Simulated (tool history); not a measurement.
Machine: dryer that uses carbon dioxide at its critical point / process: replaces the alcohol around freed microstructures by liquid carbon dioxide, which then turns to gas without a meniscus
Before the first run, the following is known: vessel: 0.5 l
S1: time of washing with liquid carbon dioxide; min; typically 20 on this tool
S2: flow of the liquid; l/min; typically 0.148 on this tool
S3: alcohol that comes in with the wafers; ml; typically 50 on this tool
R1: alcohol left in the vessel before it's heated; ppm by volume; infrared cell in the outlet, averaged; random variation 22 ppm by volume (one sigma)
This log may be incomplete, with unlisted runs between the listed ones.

Run 1, day 0.000: usual settings. Result: R1 1941 ppm by volume.
Run 2, day 0.467: usual settings but S1 18 min. Result: R1 2773 ppm by volume.
Run 3, day 1.208: usual settings but S1 18 min, S2 0.198 l/min. Result: R1 943 ppm by volume.
Run 4, day 1.850: usual settings but S1 18 min, S2 0.198 l/min. Result: R1 982 ppm by volume.
Run 5, day 2.708: usual settings but S2 0.185 l/min. Result: R1 878 ppm by volume.
Run 6, day 3.250: usual settings but S2 0.185 l/min. Result: R1 884 ppm by volume.
Run 7, day 3.817: usual settings but S2 0.185 l/min. Result: R1 900 ppm by volume.
Run 8, day 4.496: usual settings but S1 18 min, S2 0.185 l/min, S3 26 ml. Result: R1 819 ppm by volume.
Run 9, day 4.933: usual settings but S1 18 min, S2 0.185 l/min, S3 26 ml. Result: R1 820 ppm by volume.
Run 10, day 5.625: usual settings but S1 17 min. Result: R1 3894 ppm by volume.

Estimate the outcome of run 11 from the log above:
Run 11, day 6.258: usual settings but S1 17 min, S2 0.202 l/min, S3 99 ml. Result: R1 ?.

R1: 2243 ppm by volume
The same run, on a tool lacking any hidden state, would have yielded R1 1341 ppm by volume.
